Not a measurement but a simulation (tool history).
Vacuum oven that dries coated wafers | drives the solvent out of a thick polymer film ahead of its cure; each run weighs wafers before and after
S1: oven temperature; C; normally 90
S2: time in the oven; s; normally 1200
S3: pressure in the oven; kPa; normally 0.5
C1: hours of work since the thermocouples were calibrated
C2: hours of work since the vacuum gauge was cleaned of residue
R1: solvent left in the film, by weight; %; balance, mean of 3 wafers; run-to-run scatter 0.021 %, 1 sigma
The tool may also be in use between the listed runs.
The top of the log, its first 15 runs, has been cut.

run	hour	S1	S2	S3	C1	C2	R1
16	425.2	90	1200	0.5	178	453	1.1
17	455.7	90	1200	0.5	191	466	1.09
18	483.7	90	1200	0.5	203	478	1.09
19	517.7	90	1200	0.499	217	493	1.11
20	554	88	1320	0.499	232	508	1.19
21	577.6	101	1200	0.969	242	518	0.7
22	610.1	90	1380	0.56	256	532	0.94
23	636.1	81	1200	0.28	267	543	2.7
24	654.3	81	1860	0.28	275	551	1.5
25	690.2	97	1860	0.563	290	566	0.54
26	729.7	99	2100	0.547	307	583	0.47
27	753.1	98	960	0.547	317	593	0.62
28	782.7	89	720	1.541	330	605	3.29
29	818.8	79	720	0.612	345	621	5.36
30	847.5	83	660	0.801	357	633	4.63
31	870	84	1200	1.245	367	643	3
32	901.1	81	1200	0.33	380	656	2.77
33	929	91	1620	0.5	392	668	0.72
34	967.8	90	780	1.744	409	684	3.01

For run 35, what comes out?
35	1000	87	1200	0.5	422	698	?

Run 35 measured R1 1.55 %.
Were there no unlogged condition in the tool, this run, its random variation unchanged, would have produced R1 1.47 %.

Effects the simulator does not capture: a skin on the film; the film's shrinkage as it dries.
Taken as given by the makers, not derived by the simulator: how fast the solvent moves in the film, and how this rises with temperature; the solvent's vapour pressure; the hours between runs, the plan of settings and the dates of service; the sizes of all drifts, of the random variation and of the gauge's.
